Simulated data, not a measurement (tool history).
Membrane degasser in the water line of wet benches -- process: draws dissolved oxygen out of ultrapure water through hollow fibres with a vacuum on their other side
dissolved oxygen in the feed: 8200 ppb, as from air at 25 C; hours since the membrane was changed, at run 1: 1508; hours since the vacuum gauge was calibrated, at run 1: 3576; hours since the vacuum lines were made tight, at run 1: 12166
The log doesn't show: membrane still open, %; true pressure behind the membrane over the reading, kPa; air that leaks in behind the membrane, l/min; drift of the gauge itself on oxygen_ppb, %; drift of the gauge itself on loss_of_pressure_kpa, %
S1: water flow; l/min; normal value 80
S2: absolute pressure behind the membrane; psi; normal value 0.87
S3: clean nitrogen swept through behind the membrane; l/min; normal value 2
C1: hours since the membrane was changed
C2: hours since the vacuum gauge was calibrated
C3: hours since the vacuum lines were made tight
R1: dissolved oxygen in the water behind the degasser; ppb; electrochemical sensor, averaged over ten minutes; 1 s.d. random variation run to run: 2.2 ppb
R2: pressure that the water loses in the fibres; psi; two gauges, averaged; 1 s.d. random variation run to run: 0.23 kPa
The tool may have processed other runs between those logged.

| run | hour | S1 | S2 | S3 | C1 | C2 | C3 | R1 | R2 |
|---|---|---|---|---|---|---|---|---|---|
| 1 | 0 | 80 | 0.87 | 2 | 1508 | 3576 | 12166 | 234.7 | 8.324 |
| 2 | 53.3 | 80 | 0.87 | 2 | 1561 | 3629 | 12219 | 234.8 | 8.264 |
| 3 | 99.1 | 80 | 0.87 | 2 | 1607 | 3675 | 12265 | 232.7 | 8.315 |
| 4 | 207.8 | 80 | 0.766 | 2 | 1716 | 3784 | 12374 | 181 | 8.357 |
|  | 289.9 | seals of the vacuum lines changed |
| 5 | 317 | 80 | 0.766 | 2 | 1823 | 3891 | 27 | 180 | 8.364 |
| 6 | 418.6 | 94 | 0.87 | 2 | 1924 | 3993 | 129 | 269.1 | 9.774 |
| 7 | 508.1 | 94 | 0.87 | 2 | 2014 | 4082 | 218 | 273.1 | 9.867 |
| 8 | 560.6 | 94 | 0.87 | 2 | 2066 | 4135 | 271 | 270.3 | 9.762 |
| 9 | 661.7 | 95 | 0.87 | 2 | 2168 | 4236 | 372 | 278.8 | 9.877 |
| 10 | 768.2 | 95 | 0.87 | 2 | 2274 | 4342 | 478 | 272.4 | 9.976 |
| 11 | 873.9 | 95 | 0.87 | 2 | 2380 | 4448 | 584 | 277.1 | 9.879 |
| 12 | 934.5 | 80 | 0.87 | 2 | 2440 | 4509 | 645 | 240.3 | 8.425 |
| 13 | 1008.2 | 80 | 0.87 | 2 | 2514 | 4582 | 718 | 237.6 | 8.392 |
| 14 | 1062.4 | 70 | 0.87 | 2 | 2568 | 4637 | 772 | 217.5 | 7.31 |
| 15 | 1168.9 | 80 | 0.87 | 1.59 | 2675 | 4743 | 879 | 281.5 | 8.424 |
| 16 | 1263.9 | 80 | 0.87 | 2 | 2770 | 4838 | 974 | 232.9 | 8.405 |
| 17 | 1369.3 | 71 | 1.17 | 2 | 2875 | 4943 | 1079 | 357.2 | 7.401 |
| 18 | 1447 | 71 | 1.682 | 0.96 | 2953 | 5021 | 1157 | 1002.3 | 7.458 |
| 19 | 1547.7 | 60 | 0.674 | 1.03 | 3054 | 5122 | 1258 | 175.9 | 6.282 |
| 20 | 1641.3 | 73 | 1.796 | 1.53 | 3147 | 5215 | 1351 | 793.5 | 7.668 |
|  | 1651.9 | vacuum gauge calibrated |
| 21 | 1698.8 | 70 | 0.835 | 3.46 | 3204 | 47 | 1408 | 127.3 | 7.368 |
| 22 | 1794.5 | 70 | 1.134 | 3.46 | 3300 | 143 | 1504 | 214.4 | 7.335 |
| 23 | 1858.6 | 115 | 1.188 | 5.26 | 3364 | 207 | 1568 | 268.2 | 12.042 |
| 24 | 1941.6 | 60 | 1.63 | 1.22 | 3447 | 290 | 1651 | 735.6 | 6.354 |
| 25 | 1988.1 | 80 | 1.175 | 1.48 | 3493 | 336 | 1698 | 496.2 | 8.472 |
|  | 2011.1 | vacuum gauge calibrated, once more |
| 26 | 2082.1 | 80 | 1.175 | 1.48 | 3587 | 71 | 1791 | 468.5 | 8.514 |
| 27 | 2137.2 | 80 | 1.175 | 1.48 | 3642 | 126 | 1846 | 471.8 | 8.453 |
| 28 | 2223.5 | 80 | 0.87 | 1.25 | 3728 | 212 | 1933 | 314.6 | 8.398 |
| 29 | 2288.9 | 80 | 0.87 | 1.25 | 3794 | 278 | 1998 | 318.7 | 8.463 |
| 30 | 2368.1 | 93 | 0.93 | 2.08 | 3873 | 357 | 2077 | 279.1 | 9.863 |
| 31 | 2466.6 | 93 | 0.93 | 2.08 | 3971 | 456 | 2176 | 281.2 | 9.831 |
| 32 | 2531.2 | 80 | 0.544 | 0.94 | 4036 | 520 | 2240 | 80.4 | 8.44 |

Predict each of these 4 candidate next runs independently; none follows another, all start after run 32:
| A | 2606.8 | 122 | 0.544 | 3.96 | 4112 | 596 | 2316 | ? | ? |
| B | 2606.8 | 57 | 1.002 | 0.94 | 4112 | 596 | 2316 | ? | ? |
| C | 2606.8 | 80 | 0.87 | 1.15 | 4112 | 596 | 2316 | ? | ? |
| D | 2606.8 | 63 | 1.668 | 1.92 | 4112 | 596 | 2316 | ? | ? |

| run | R1 | R2 |
|---|---|---|
| A | 64.1 | 12.911 |
| B | 390.4 | 6.023 |
| C | 333.6 | 8.517 |
| D | 545.7 | 6.673 |
With no hidden state in the tool, these same runs would have given:
| run | R1 | R2 |
|---|---|---|
| A | 60.6 | 12.608 |
| B | 390.8 | 5.881 |
| C | 333.4 | 8.316 |
| D | 545.3 | 6.517 |

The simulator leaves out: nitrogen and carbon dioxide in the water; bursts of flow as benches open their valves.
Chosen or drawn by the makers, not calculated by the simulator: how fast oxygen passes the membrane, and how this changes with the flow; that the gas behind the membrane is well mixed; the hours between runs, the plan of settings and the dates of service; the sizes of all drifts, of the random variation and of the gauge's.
